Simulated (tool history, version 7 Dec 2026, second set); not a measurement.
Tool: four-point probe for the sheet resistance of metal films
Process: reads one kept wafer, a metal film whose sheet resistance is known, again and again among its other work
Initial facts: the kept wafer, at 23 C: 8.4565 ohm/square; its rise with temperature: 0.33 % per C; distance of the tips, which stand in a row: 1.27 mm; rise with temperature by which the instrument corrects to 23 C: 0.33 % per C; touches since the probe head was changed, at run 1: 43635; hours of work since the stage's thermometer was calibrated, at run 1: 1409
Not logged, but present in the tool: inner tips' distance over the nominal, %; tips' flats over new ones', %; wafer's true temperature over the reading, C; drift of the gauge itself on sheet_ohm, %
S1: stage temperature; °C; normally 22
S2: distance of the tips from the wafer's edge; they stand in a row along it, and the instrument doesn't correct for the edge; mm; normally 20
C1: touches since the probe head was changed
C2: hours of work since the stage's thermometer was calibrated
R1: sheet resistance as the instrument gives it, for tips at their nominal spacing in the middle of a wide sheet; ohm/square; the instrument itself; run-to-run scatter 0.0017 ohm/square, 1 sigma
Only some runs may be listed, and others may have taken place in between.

run 1 hour=0.0 | S1=22 S2=20 | C1=43635 C2=1409 | R1=8.469250
run 2 hour=36.6 | S1=22 S2=20 | C1=44621 C2=1428 | R1=8.466931
run 3 hour=64.4 | S1=22 S2=20 | C1=45369 C2=1443 | R1=8.468086
run 4 hour=89.0 | S1=22 S2=20 | C1=46030 C2=1456 | R1=8.466783
run 5 hour=140.2 | S1=22 S2=20 | C1=47408 C2=1483 | R1=8.467714
run 6 hour=163.9 | S1=22 S2=20 | C1=48048 C2=1495 | R1=8.469319
run 7 hour=188.9 | S1=22 S2=20 | C1=48720 C2=1508 | R1=8.466730
run 8 hour=234.0 | S1=22 S2=15 | C1=49932 C2=1532 | R1=8.482881
run 9 hour=267.9 | S1=22 S2=15 | C1=50847 C2=1550 | R1=8.479482
run 10 hour=308.7 | S1=22 S2=20 | C1=51944 C2=1571 | R1=8.466468
run 11 hour=336.2 | S1=22 S2=15 | C1=52684 C2=1586 | R1=8.483222
run 12 hour=362.1 | S1=22 S2=15 | C1=53380 C2=1599 | R1=8.481511
run 13 hour=398.8 | S1=22 S2=37 | C1=54370 C2=1619 | R1=8.455120
run 14 hour=437.9 | S1=22 S2=37 | C1=55422 C2=1639 | R1=8.454973
run 15 hour=470.3 | S1=22 S2=37 | C1=56294 C2=1656 | R1=8.451254
run 16 hour=522.9 | S1=22 S2=37 | C1=57709 C2=1684 | R1=8.454659
run 17 hour=567.9 | S1=22 S2=37 | C1=58921 C2=1708 | R1=8.454015
run 18 hour=603.6 | S1=22 S2=37 | C1=59881 C2=1727 | R1=8.452040
run 19 hour=652.5 | S1=22 S2=37 | C1=61197 C2=1752 | R1=8.451850
run 20 hour=704.1 | S1=21 S2=20 | C1=62587 C2=1780 | R1=8.464445
run 21 hour=727.9 | S1=21 S2=20 | C1=63226 C2=1792 | R1=8.465382
-- hour=732.6 stage's thermometer calibrated
run 22 hour=754.7 | S1=21 S2=20 | C1=63935 C2=12 | R1=8.468220
run 23 hour=776.9 | S1=21 S2=20 | C1=64531 C2=23 | R1=8.469936
run 24 hour=807.8 | S1=21 S2=20 | C1=65363 C2=40 | R1=8.463389
run 25 hour=854.9 | S1=28 S2=8 | C1=66633 C2=64 | R1=8.564067
run 26 hour=903.2 | S1=34 S2=3 | C1=67932 C2=90 | R1=9.187943
run 27 hour=924.8 | S1=34 S2=20 | C1=68514 C2=101 | R1=8.468793
run 28 hour=962.8 | S1=25 S2=20 | C1=69535 C2=121 | R1=8.469945
-- hour=994.3 stage's thermometer calibrated, once more
run 29 hour=1013.5 | S1=25 S2=20 | C1=70887 C2=10 | R1=8.453594
run 30 hour=1053.7 | S1=25 S2=20 | C1=71968 C2=31 | R1=8.452710
run 31 hour=1104.2 | S1=19 S2=45 | C1=73328 C2=58 | R1=8.438564
run 32 hour=1127.4 | S1=19 S2=53 | C1=73951 C2=70 | R1=8.436054
run 33 hour=1176.3 | S1=29 S2=10 | C1=75268 C2=96 | R1=8.506607
run 34 hour=1198.5 | S1=29 S2=10 | C1=75867 C2=108 | R1=8.511510
run 35 hour=1235.9 | S1=33 S2=4 | C1=76872 C2=127 | R1=8.868054
run 36 hour=1271.9 | S1=29 S2=4 | C1=77841 C2=146 | R1=8.868113
run 37 hour=1305.2 | S1=21 S2=69 | C1=78738 C2=164 | R1=8.435254
run 38 hour=1351.6 | S1=30 S2=28 | C1=79987 C2=188 | R1=8.441124
run 39 hour=1394.9 | S1=30 S2=28 | C1=81153 C2=211 | R1=8.442677
run 40 hour=1424.6 | S1=30 S2=28 | C1=81951 C2=227 | R1=8.441111
run 41 hour=1451.1 | S1=24 S2=11 | C1=82664 C2=241 | R1=8.493936
run 42 hour=1475.3 | S1=24 S2=11 | C1=83316 C2=253 | R1=8.494033
run 43 hour=1515.4 | S1=29 S2=55 | C1=84395 C2=274 | R1=8.437860
run 44 hour=1543.0 | S1=29 S2=65 | C1=85140 C2=289 | R1=8.437335
run 45 hour=1571.0 | S1=29 S2=15 | C1=85892 C2=304 | R1=8.465021

Results for each run, recomputed without the tool's hidden state and with each run's random variation untouched:
run=1 R1=8.475467
run=2 R1=8.473359
run=3 R1=8.474694
run=4 R1=8.473521
run=5 R1=8.474748
run=6 R1=8.476541
run=7 R1=8.474122
run=8 R1=8.490571
run=9 R1=8.487398
run=10 R1=8.474638
run=11 R1=8.491587
run=12 R1=8.490039
run=13 R1=8.463845
run=14 R1=8.463949
run=15 R1=8.460428
run=16 R1=8.464177
run=17 R1=8.463836
run=18 R1=8.462073
run=19 R1=8.462204
run=20 R1=8.475158
run=21 R1=8.476258
run=22 R1=8.474861
run=23 R1=8.476720
run=24 R1=8.470350
run=25 R1=8.571641
run=26 R1=9.196483
run=27 R1=8.476926
run=28 R1=8.478001
run=29 R1=8.474565
run=30 R1=8.473900
run=31 R1=8.460068
run=32 R1=8.457715
run=33 R1=8.528740
run=34 R1=8.533791
run=35 R1=8.891446
run=36 R1=8.891778
run=37 R1=8.458107
run=38 R1=8.464272
run=39 R1=8.466109
run=40 R1=8.464710
run=41 R1=8.517874
run=42 R1=8.518125
run=43 R1=8.462093
run=44 R1=8.461751
run=45 R1=8.489716

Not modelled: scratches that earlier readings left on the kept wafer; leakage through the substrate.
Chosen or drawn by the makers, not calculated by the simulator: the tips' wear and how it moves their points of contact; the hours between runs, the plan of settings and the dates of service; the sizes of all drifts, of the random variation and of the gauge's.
